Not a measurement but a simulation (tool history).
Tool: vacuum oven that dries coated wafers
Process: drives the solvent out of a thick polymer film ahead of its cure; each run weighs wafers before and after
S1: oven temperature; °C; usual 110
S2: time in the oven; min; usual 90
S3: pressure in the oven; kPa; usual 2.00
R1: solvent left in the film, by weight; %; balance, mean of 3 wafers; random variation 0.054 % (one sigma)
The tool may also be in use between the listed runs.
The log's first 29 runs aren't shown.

run 30 hour=2327.0 | S1=110 S2=90 S3=1.18 | R1=1.97
run 31 hour=2442.7 | S1=100 S2=59 S3=3.45 | R1=9.01
run 32 hour=2551.0 | S1=120 S2=117 S3=1.82 | R1=0.54
run 33 hour=2633.5 | S1=107 S2=85 S3=1.48 | R1=3.30
run 34 hour=2705.5 | S1=107 S2=85 S3=1.48 | R1=3.41
run 35 hour=2779.2 | S1=124 S2=81 S3=2.68 | R1=0.73
run 36 hour=2828.7 | S1=113 S2=90 S3=3.40 | R1=2.04
run 37 hour=2935.2 | S1=101 S2=140 S3=3.14 | R1=3.52
run 38 hour=3001.4 | S1=110 S2=63 S3=3.73 | R1=4.62
run 39 hour=3056.4 | S1=110 S2=63 S3=3.73 | R1=4.52
run 40 hour=3142.2 | S1=110 S2=63 S3=3.73 | R1=4.69
run 41 hour=3247.6 | S1=106 S2=64 S3=4.45 | R1=6.35
run 42 hour=3340.3 | S1=110 S2=90 S3=1.80 | R1=2.51

Forecast each of these 5 alternatives for the next run:
run A hour=3414.0 | S1=111 S2=110 S3=7.75 | R1=?
run B hour=3414.0 | S1=110 S2=90 S3=1.97 | R1=?
run C hour=3414.0 | S1=110 S2=60 S3=1.80 | R1=?
run D hour=3414.0 | S1=112 S2=70 S3=3.51 | R1=?
run E hour=3414.0 | S1=115 S2=142 S3=1.80 | R1=?

run=A R1=3.17
run=B R1=2.41
run=C R1=4.55
run=D R1=3.49
run=E R1=0.73
Without the tool's hidden state the same runs would have given:
run=A R1=2.69
run=B R1=1.86
run=C R1=3.81
run=D R1=2.86
run=E R1=0.55
